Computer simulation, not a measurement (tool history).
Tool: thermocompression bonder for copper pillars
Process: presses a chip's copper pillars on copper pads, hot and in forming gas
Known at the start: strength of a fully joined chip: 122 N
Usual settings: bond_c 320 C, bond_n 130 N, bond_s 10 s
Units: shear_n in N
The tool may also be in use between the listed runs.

| run | hour | bond_c | bond_n | bond_s | shear_n |
|---|---|---|---|---|---|
| 1 | 0 | 320 | 130 | 10 | 89.7 |
| 2 | 39.3 | 320 | 130 | 8 | 85.1 |
| 3 | 74.9 | 320 | 130 | 8 | 85.3 |
| 4 | 94.9 | 320 | 130 | 10 | 89.3 |
| 5 | 122.4 | 320 | 130 | 10 | 89.2 |
| 6 | 147.6 | 299 | 130 | 10 | 72.4 |
| 7 | 196.9 | 299 | 130 | 10 | 73.9 |
| 8 | 238.4 | 320 | 130 | 10 | 88.4 |
| 9 | 283.5 | 298 | 130 | 10 | 72.6 |
| 10 | 333.2 | 298 | 130 | 10 | 71.4 |
|  | 362.4 | force cell calibrated |
| 11 | 366.9 | 337 | 117 | 23 | 110.9 |
| 12 | 388.7 | 295 | 112 | 9 | 61.7 |
| 13 | 417.6 | 295 | 112 | 9 | 61.3 |
| 14 | 450.3 | 317 | 112 | 27 | 101.1 |
| 15 | 497.2 | 324 | 138 | 23 | 108.6 |
| 16 | 527.8 | 324 | 94 | 21 | 94.4 |

Forecast each of these 4 alternatives for the next run:
| A | 548 | 310 | 94 | 21 | ? |
| B | 548 | 320 | 100 | 9 | ? |
| C | 548 | 321 | 148 | 22 | ? |
| D | 548 | 346 | 153 | 22 | ? |

| run | shear_n |
|---|---|
| A | 85.5 |
| B | 76.4 |
| C | 107.9 |
| D | 118.4 |
Without the tool's hidden state the same runs would have given:
| run | shear_n |
|---|---|
| A | 85.6 |
| B | 76.5 |
| C | 108 |
| D | 118.5 |
